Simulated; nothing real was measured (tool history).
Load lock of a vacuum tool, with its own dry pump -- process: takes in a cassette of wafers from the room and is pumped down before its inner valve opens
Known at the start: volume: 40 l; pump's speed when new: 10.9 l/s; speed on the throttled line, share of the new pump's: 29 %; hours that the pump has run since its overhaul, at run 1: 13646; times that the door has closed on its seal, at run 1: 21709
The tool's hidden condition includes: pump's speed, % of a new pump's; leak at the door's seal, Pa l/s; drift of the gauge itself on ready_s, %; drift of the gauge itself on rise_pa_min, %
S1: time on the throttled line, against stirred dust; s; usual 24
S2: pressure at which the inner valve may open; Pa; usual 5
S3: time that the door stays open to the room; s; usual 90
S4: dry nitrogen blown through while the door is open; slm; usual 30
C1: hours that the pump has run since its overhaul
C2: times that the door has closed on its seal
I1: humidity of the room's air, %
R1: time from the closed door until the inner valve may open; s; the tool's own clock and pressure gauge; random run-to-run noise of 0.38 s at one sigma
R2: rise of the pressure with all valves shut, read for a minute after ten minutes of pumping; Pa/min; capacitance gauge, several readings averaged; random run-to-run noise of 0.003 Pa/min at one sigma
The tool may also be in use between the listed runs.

{"run": 1, "day": 0.0, "S1": 24, "S2": 5, "S3": 90, "S4": 30, "C1": 13646, "C2": 21709, "I1": 47.7, "R1": 57.9, "R2": 0.136}
{"run": 2, "day": 15.1, "S1": 24, "S2": 5, "S3": 90, "S4": 30, "C1": 14009, "C2": 23007, "I1": 47.3, "R1": 57.6, "R2": 0.156}
{"run": 3, "day": 23.667, "S1": 24, "S2": 5, "S3": 90, "S4": 30, "C1": 14214, "C2": 23743, "I1": 46.7, "R1": 58.3, "R2": 0.164}
{"run": 4, "day": 34.025, "S1": 24, "S2": 5, "S3": 90, "S4": 30, "C1": 14463, "C2": 24634, "I1": 44.2, "R1": 57.8, "R2": 0.159}
{"run": 5, "day": 40.492, "S1": 24, "S2": 5, "S3": 90, "S4": 30, "C1": 14618, "C2": 25190, "I1": 43.7, "R1": 57.6, "R2": 0.175}
{"run": 6, "day": 47.667, "S1": 24, "S2": 5, "S3": 90, "S4": 30, "C1": 14790, "C2": 25806, "I1": 43.9, "R1": 59.1, "R2": 0.173}
{"run": 7, "day": 58.288, "S1": 24, "S2": 5, "S3": 90, "S4": 30, "C1": 15045, "C2": 26720, "I1": 41.9, "R1": 58.7, "R2": 0.19}
{"run": 8, "day": 69.788, "S1": 24, "S2": 5, "S3": 90, "S4": 25, "C1": 15321, "C2": 27708, "I1": 46, "R1": 59.1, "R2": 0.201}
{"day": 75.354, "done": "door's seal changed, seat wiped"}
{"run": 9, "day": 78.262, "S1": 24, "S2": 10, "S3": 28, "S4": 30, "C1": 15523, "C2": 251, "I1": 41.7, "R1": 54.8, "R2": 0.011}
{"run": 10, "day": 85.917, "S1": 27, "S2": 5, "S3": 90, "S4": 41, "C1": 15707, "C2": 908, "I1": 48.4, "R1": 61.2, "R2": 0.016}
{"run": 11, "day": 92.367, "S1": 27, "S2": 6, "S3": 102, "S4": 23, "C1": 15861, "C2": 1463, "I1": 47.8, "R1": 59.7, "R2": 0.032}
{"run": 12, "day": 99.867, "S1": 27, "S2": 6, "S3": 102, "S4": 23, "C1": 16041, "C2": 2108, "I1": 45.2, "R1": 59.9, "R2": 0.033}
{"run": 13, "day": 107.229, "S1": 16, "S2": 5, "S3": 90, "S4": 30, "C1": 16218, "C2": 2741, "I1": 41.6, "R1": 54.2, "R2": 0.025}
{"run": 14, "day": 118.067, "S1": 16, "S2": 5, "S3": 90, "S4": 30, "C1": 16478, "C2": 3672, "I1": 45.1, "R1": 54.1, "R2": 0.029}
{"run": 15, "day": 128.008, "S1": 21, "S2": 4, "S3": 117, "S4": 24, "C1": 16717, "C2": 4527, "I1": 43.6, "R1": 57.6, "R2": 0.036}

5 options for the next run, each taken on its own from the tool as it stands now. Forecast them:
{"run": "A", "day": 141.879, "S1": 24, "S2": 8, "S3": 90, "S4": 30, "C1": 17050, "C2": 5719, "I1": 47.8, "R1": "?", "R2": "?"}
{"run": "B", "day": 141.879, "S1": 21, "S2": 8, "S3": 42, "S4": 14, "C1": 17050, "C2": 5719, "I1": 46, "R1": "?", "R2": "?"}
{"run": "C", "day": 141.879, "S1": 24, "S2": 7, "S3": 90, "S4": 30, "C1": 17050, "C2": 5719, "I1": 44.6, "R1": "?", "R2": "?"}
{"run": "D", "day": 141.879, "S1": 21, "S2": 7, "S3": 225, "S4": 39, "C1": 17050, "C2": 5719, "I1": 44.1, "R1": "?", "R2": "?"}
{"run": "E", "day": 141.879, "S1": 24, "S2": 9, "S3": 26, "S4": 41, "C1": 17050, "C2": 5719, "I1": 44.3, "R1": "?", "R2": "?"}

run=A R1=57.5 R2=0.039
run=B R1=54.3 R2=0.04
run=C R1=56.7 R2=0.038
run=D R1=55.9 R2=0.038
run=E R1=56.3 R2=0.03
The same runs, with their run-to-run variation unchanged, on a tool lacking any hidden condition would have given:
run=A R1=52.8 R2=0.021
run=B R1=49.5 R2=0.021
run=C R1=51.9 R2=0.019
run=D R1=51.1 R2=0.02
run=E R1=51.7 R2=0.012

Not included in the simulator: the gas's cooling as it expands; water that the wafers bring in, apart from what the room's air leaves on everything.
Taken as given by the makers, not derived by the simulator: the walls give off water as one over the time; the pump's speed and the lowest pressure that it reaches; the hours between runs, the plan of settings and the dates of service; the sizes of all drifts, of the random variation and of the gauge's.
